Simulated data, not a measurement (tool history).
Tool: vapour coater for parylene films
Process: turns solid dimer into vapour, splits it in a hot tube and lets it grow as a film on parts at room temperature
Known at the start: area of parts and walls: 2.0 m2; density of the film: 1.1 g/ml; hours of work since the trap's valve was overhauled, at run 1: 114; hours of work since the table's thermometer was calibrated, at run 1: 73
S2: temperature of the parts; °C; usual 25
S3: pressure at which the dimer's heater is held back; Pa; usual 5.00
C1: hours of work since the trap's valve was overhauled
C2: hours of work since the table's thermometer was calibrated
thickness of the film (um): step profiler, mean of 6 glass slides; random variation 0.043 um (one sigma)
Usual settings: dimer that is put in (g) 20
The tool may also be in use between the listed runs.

run 1 day=0.000 | dimer_that_is_put_in_(g)=20 S2=25 S3=5.00 | C1=114 C2=73 | thickness_of_the_film_(um)=6.58
run 2 day=0.504 | dimer_that_is_put_in_(g)=20 S2=25 S3=5.00 | C1=123 C2=82 | thickness_of_the_film_(um)=6.50
run 3 day=1.150 | dimer_that_is_put_in_(g)=20 S2=25 S3=5.00 | C1=135 C2=94 | thickness_of_the_film_(um)=6.55
run 4 day=1.683 | dimer_that_is_put_in_(g)=20 S2=25 S3=5.00 | C1=145 C2=104 | thickness_of_the_film_(um)=6.50
run 5 day=2.267 | dimer_that_is_put_in_(g)=17 S2=25 S3=5.00 | C1=156 C2=115 | thickness_of_the_film_(um)=5.51
run 6 day=3.088 | dimer_that_is_put_in_(g)=20 S2=31 S3=5.00 | C1=172 C2=130 | thickness_of_the_film_(um)=4.95
run 7 day=3.417 | dimer_that_is_put_in_(g)=20 S2=25 S3=5.00 | C1=178 C2=137 | thickness_of_the_film_(um)=6.47
run 8 day=4.038 | dimer_that_is_put_in_(g)=20 S2=25 S3=5.00 | C1=189 C2=148 | thickness_of_the_film_(um)=6.53
run 9 day=4.771 | dimer_that_is_put_in_(g)=20 S2=25 S3=5.00 | C1=203 C2=162 | thickness_of_the_film_(um)=6.51
run 10 day=5.442 | dimer_that_is_put_in_(g)=20 S2=25 S3=5.00 | C1=216 C2=174 | thickness_of_the_film_(um)=6.42
run 11 day=6.050 | dimer_that_is_put_in_(g)=20 S2=25 S3=10.08 | C1=227 C2=186 | thickness_of_the_film_(um)=5.62
run 12 day=6.450 | dimer_that_is_put_in_(g)=20 S2=25 S3=5.00 | C1=234 C2=193 | thickness_of_the_film_(um)=6.33
run 13 day=6.912 | dimer_that_is_put_in_(g)=20 S2=25 S3=5.00 | C1=243 C2=202 | thickness_of_the_film_(um)=6.34
run 14 day=7.529 | dimer_that_is_put_in_(g)=20 S2=25 S3=5.00 | C1=254 C2=213 | thickness_of_the_film_(um)=6.32
run 15 day=8.233 | dimer_that_is_put_in_(g)=14 S2=25 S3=5.00 | C1=268 C2=226 | thickness_of_the_film_(um)=4.42
run 16 day=8.775 | dimer_that_is_put_in_(g)=26 S2=25 S3=5.00 | C1=278 C2=237 | thickness_of_the_film_(um)=8.08
-- day=8.983 trap's valve overhauled
run 17 day=9.483 | dimer_that_is_put_in_(g)=9 S2=27 S3=9.66 | C1=9 C2=247 | thickness_of_the_film_(um)=2.45
run 18 day=10.296 | dimer_that_is_put_in_(g)=9 S2=27 S3=9.66 | C1=25 C2=262 | thickness_of_the_film_(um)=2.45
run 19 day=10.754 | dimer_that_is_put_in_(g)=28 S2=18 S3=2.82 | C1=33 C2=270 | thickness_of_the_film_(um)=12.41
run 20 day=11.429 | dimer_that_is_put_in_(g)=10 S2=33 S3=5.00 | C1=46 C2=283 | thickness_of_the_film_(um)=2.28
run 21 day=11.971 | dimer_that_is_put_in_(g)=33 S2=25 S3=5.06 | C1=56 C2=293 | thickness_of_the_film_(um)=10.82
run 22 day=12.746 | dimer_that_is_put_in_(g)=33 S2=25 S3=5.06 | C1=70 C2=308 | thickness_of_the_film_(um)=10.87
run 23 day=13.388 | dimer_that_is_put_in_(g)=9 S2=20 S3=10.23 | C1=82 C2=320 | thickness_of_the_film_(um)=3.21
run 24 day=14.042 | dimer_that_is_put_in_(g)=20 S2=21 S3=7.01 | C1=95 C2=332 | thickness_of_the_film_(um)=7.29
run 25 day=14.533 | dimer_that_is_put_in_(g)=9 S2=31 S3=2.16 | C1=104 C2=341 | thickness_of_the_film_(um)=2.56
run 26 day=15.258 | dimer_that_is_put_in_(g)=13 S2=21 S3=3.23 | C1=117 C2=355 | thickness_of_the_film_(um)=5.43
run 27 day=15.625 | dimer_that_is_put_in_(g)=27 S2=32 S3=5.00 | C1=124 C2=361 | thickness_of_the_film_(um)=6.38

Some steps in thickness of the film (um) between neighbouring runs. How much of each would the tool show without its hidden state too (settings, what came in, random variation), and how much is left for the hidden state, with any gauge scatter that isn't in both results?
The hidden state here: vapour lost through the trap's worn valve, %; true temperature of the parts over the reading, C; drift of the gauge itself on film_um, %.
Run 15 -> 16: dimer that is put in (g) 14 -> 26. thickness of the film (um) +3.66: hidden state -0.36, all else +4.02.
Run 16 -> 17: dimer that is put in (g) 26 -> 9, S2 25 -> 27, S3 5.00 -> 9.66, trap's valve overhauled. thickness of the film (um) -5.63: hidden state +0.67, all else -6.30.
Run 18 -> 19: dimer that is put in (g) 9 -> 28, S2 27 -> 18, S3 9.66 -> 2.82. thickness of the film (um) +9.96: hidden state -0.07, all else +10.03.
Run 19 -> 20: dimer that is put in (g) 28 -> 10, S2 18 -> 33, S3 2.82 -> 5.00. thickness of the film (um) -10.13: hidden state +0.06, all else -10.19.
